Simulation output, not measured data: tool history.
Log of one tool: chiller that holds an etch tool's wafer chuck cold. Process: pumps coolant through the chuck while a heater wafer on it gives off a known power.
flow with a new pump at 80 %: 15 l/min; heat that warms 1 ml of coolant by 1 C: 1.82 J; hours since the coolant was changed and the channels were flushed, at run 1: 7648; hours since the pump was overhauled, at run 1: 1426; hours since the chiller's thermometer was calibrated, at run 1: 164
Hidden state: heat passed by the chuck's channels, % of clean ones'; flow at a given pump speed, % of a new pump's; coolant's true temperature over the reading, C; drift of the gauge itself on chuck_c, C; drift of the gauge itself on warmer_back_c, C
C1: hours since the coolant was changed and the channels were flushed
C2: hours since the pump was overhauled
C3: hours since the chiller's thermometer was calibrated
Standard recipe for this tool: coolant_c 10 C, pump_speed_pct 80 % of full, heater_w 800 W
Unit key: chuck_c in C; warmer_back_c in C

{"run": 1, "hour": 0.0, "coolant_c": 10, "pump_speed_pct": 80, "heater_w": 800, "C1": 7648, "C2": 1426, "C3": 164, "chuck_c": 16.6, "warmer_back_c": 1.77}
{"run": 2, "hour": 89.7, "coolant_c": 10, "pump_speed_pct": 80, "heater_w": 800, "C1": 7738, "C2": 1516, "C3": 254, "chuck_c": 16.5, "warmer_back_c": 1.83}
{"run": 3, "hour": 166.9, "coolant_c": 17, "pump_speed_pct": 80, "heater_w": 800, "C1": 7815, "C2": 1593, "C3": 331, "chuck_c": 23.7, "warmer_back_c": 1.78}
{"run": 4, "hour": 234.6, "coolant_c": 17, "pump_speed_pct": 80, "heater_w": 691, "C1": 7882, "C2": 1661, "C3": 399, "chuck_c": 22.6, "warmer_back_c": 1.57}
{"run": 5, "hour": 308.8, "coolant_c": 10, "pump_speed_pct": 81, "heater_w": 800, "C1": 7957, "C2": 1735, "C3": 473, "chuck_c": 16.6, "warmer_back_c": 1.79}
{"run": 6, "hour": 392.2, "coolant_c": 10, "pump_speed_pct": 80, "heater_w": 800, "C1": 8040, "C2": 1819, "C3": 556, "chuck_c": 16.6, "warmer_back_c": 1.79}
{"run": 7, "hour": 492.0, "coolant_c": 10, "pump_speed_pct": 80, "heater_w": 800, "C1": 8140, "C2": 1918, "C3": 656, "chuck_c": 16.8, "warmer_back_c": 1.78}
{"run": 8, "hour": 576.1, "coolant_c": 10, "pump_speed_pct": 80, "heater_w": 800, "C1": 8224, "C2": 2002, "C3": 740, "chuck_c": 16.7, "warmer_back_c": 1.77}
{"run": 9, "hour": 670.9, "coolant_c": 10, "pump_speed_pct": 80, "heater_w": 800, "C1": 8319, "C2": 2097, "C3": 835, "chuck_c": 16.8, "warmer_back_c": 1.79}
{"run": 10, "hour": 755.8, "coolant_c": 10, "pump_speed_pct": 80, "heater_w": 800, "C1": 8404, "C2": 2182, "C3": 920, "chuck_c": 16.8, "warmer_back_c": 1.8}
{"hour": 771.6, "done": "coolant pump overhauled"}
{"run": 11, "hour": 869.5, "coolant_c": 10, "pump_speed_pct": 80, "heater_w": 800, "C1": 8512, "C2": 98, "C3": 1029, "chuck_c": 16.7, "warmer_back_c": 1.84}
{"run": 12, "hour": 979.8, "coolant_c": 10, "pump_speed_pct": 80, "heater_w": 800, "C1": 8623, "C2": 208, "C3": 1139, "chuck_c": 16.9, "warmer_back_c": 1.83}
{"run": 13, "hour": 1089.6, "coolant_c": 10, "pump_speed_pct": 73, "heater_w": 800, "C1": 8732, "C2": 318, "C3": 1249, "chuck_c": 17.3, "warmer_back_c": 1.96}
{"run": 14, "hour": 1192.6, "coolant_c": 10, "pump_speed_pct": 73, "heater_w": 800, "C1": 8835, "C2": 421, "C3": 1352, "chuck_c": 17.5, "warmer_back_c": 1.99}
{"hour": 1259.8, "done": "coolant changed, channels flushed"}
{"run": 15, "hour": 1330.2, "coolant_c": 10, "pump_speed_pct": 73, "heater_w": 800, "C1": 70, "C2": 553, "C3": 1483, "chuck_c": 15.8, "warmer_back_c": 1.99}
{"run": 16, "hour": 1438.3, "coolant_c": 10, "pump_speed_pct": 80, "heater_w": 800, "C1": 179, "C2": 661, "C3": 1592, "chuck_c": 15.3, "warmer_back_c": 1.79}
{"run": 17, "hour": 1580.9, "coolant_c": 10, "pump_speed_pct": 80, "heater_w": 800, "C1": 321, "C2": 803, "C3": 1734, "chuck_c": 15.5, "warmer_back_c": 1.85}
{"hour": 1656.3, "done": "coolant pump overhauled, once more"}
{"run": 18, "hour": 1662.5, "coolant_c": 10, "pump_speed_pct": 82, "heater_w": 730, "C1": 398, "C2": 6, "C3": 1811, "chuck_c": 14.8, "warmer_back_c": 1.52}
{"run": 19, "hour": 1763.2, "coolant_c": 10, "pump_speed_pct": 82, "heater_w": 730, "C1": 498, "C2": 107, "C3": 1911, "chuck_c": 14.5, "warmer_back_c": 1.52}
{"run": 20, "hour": 1829.1, "coolant_c": 10, "pump_speed_pct": 68, "heater_w": 417, "C1": 564, "C2": 173, "C3": 1977, "chuck_c": 13.1, "warmer_back_c": 1.09}
{"run": 21, "hour": 1933.8, "coolant_c": 0, "pump_speed_pct": 68, "heater_w": 524, "C1": 669, "C2": 277, "C3": 2082, "chuck_c": 4.1, "warmer_back_c": 1.35}
{"run": 22, "hour": 2053.5, "coolant_c": 16, "pump_speed_pct": 87, "heater_w": 659, "C1": 789, "C2": 397, "C3": 2202, "chuck_c": 20.1, "warmer_back_c": 1.31}
{"hour": 2130.4, "done": "chiller's thermometer calibrated"}
{"run": 23, "hour": 2165.7, "coolant_c": 10, "pump_speed_pct": 86, "heater_w": 1088, "C1": 900, "C2": 508, "C3": 35, "chuck_c": 17.0, "warmer_back_c": 2.19}
{"run": 24, "hour": 2283.0, "coolant_c": 19, "pump_speed_pct": 99, "heater_w": 806, "C1": 1017, "C2": 626, "C3": 153, "chuck_c": 23.4, "warmer_back_c": 1.46}
{"run": 25, "hour": 2398.0, "coolant_c": 10, "pump_speed_pct": 78, "heater_w": 501, "C1": 1132, "C2": 741, "C3": 268, "chuck_c": 13.4, "warmer_back_c": 1.16}
{"run": 26, "hour": 2523.1, "coolant_c": 10, "pump_speed_pct": 78, "heater_w": 501, "C1": 1257, "C2": 866, "C3": 393, "chuck_c": 13.5, "warmer_back_c": 1.19}
{"run": 27, "hour": 2643.5, "coolant_c": 15, "pump_speed_pct": 86, "heater_w": 501, "C1": 1378, "C2": 986, "C3": 513, "chuck_c": 18.1, "warmer_back_c": 1.05}
{"run": 28, "hour": 2768.7, "coolant_c": 12, "pump_speed_pct": 99, "heater_w": 762, "C1": 1503, "C2": 1111, "C3": 638, "chuck_c": 16.3, "warmer_back_c": 1.35}
{"run": 29, "hour": 2909.9, "coolant_c": 12, "pump_speed_pct": 99, "heater_w": 762, "C1": 1644, "C2": 1253, "C3": 780, "chuck_c": 16.2, "warmer_back_c": 1.39}
{"run": 30, "hour": 3065.9, "coolant_c": 12, "pump_speed_pct": 83, "heater_w": 800, "C1": 1800, "C2": 1409, "C3": 936, "chuck_c": 17.2, "warmer_back_c": 1.7}
{"run": 31, "hour": 3192.0, "coolant_c": 15, "pump_speed_pct": 76, "heater_w": 1146, "C1": 1926, "C2": 1535, "C3": 1062, "chuck_c": 23.3, "warmer_back_c": 2.66}
{"run": 32, "hour": 3276.6, "coolant_c": 7, "pump_speed_pct": 75, "heater_w": 800, "C1": 2011, "C2": 1619, "C3": 1146, "chuck_c": 13.0, "warmer_back_c": 1.89}
{"run": 33, "hour": 3345.1, "coolant_c": 10, "pump_speed_pct": 80, "heater_w": 972, "C1": 2079, "C2": 1688, "C3": 1215, "chuck_c": 16.7, "warmer_back_c": 2.12}

For each entry between runs, how does the tool's hidden state at the last listed run before it compare with that at the first listed run after it?
In the gap between runs 10 and 11: coolant pump overhauled (hour 771.6)
  heat passed by the chuck's channels, % of clean ones': 76.7 -> 76.4; flow at a given pump speed, % of a new pump's: 97.8 -> 97.4; coolant's true temperature over the reading, C: 0 -> -0.01
  measured result minus the result with no hidden state, chuck_c: +1.4 -> +1.4 C; warmer_back_c: +0.04 -> +0.05 C
In the gap between runs 14 and 15: coolant changed, channels flushed (hour 1259.8)
  heat passed by the chuck's channels, % of clean ones': 75.6 -> 99.8; flow at a given pump speed, % of a new pump's: 97 -> 96.9; coolant's true temperature over the reading, C: -0.04 -> -0.05
  measured result minus the result with no hidden state, chuck_c: +1.7 -> +0.1 C; warmer_back_c: +0.06 -> +0.06 C
In the gap between runs 17 and 18: coolant pump overhauled, once more (hour 1656.3)
  heat passed by the chuck's channels, % of clean ones': 99.1 -> 98.9; flow at a given pump speed, % of a new pump's: 96.6 -> 100.1
  measured result minus the result with no hidden state, chuck_c: +0.1 -> +0.0 C; warmer_back_c: +0.06 -> +0.00 C
In the gap between runs 22 and 23: chiller's thermometer calibrated (hour 2130.4)
  heat passed by the chuck's channels, % of clean ones': 98 -> 97.7; flow at a given pump speed, % of a new pump's: 99.7 -> 99.6; coolant's true temperature over the reading, C: -0.12 -> -0.01
  measured result minus the result with no hidden state, chuck_c: +0.0 -> +0.2 C; warmer_back_c: +0.00 -> +0.01 C
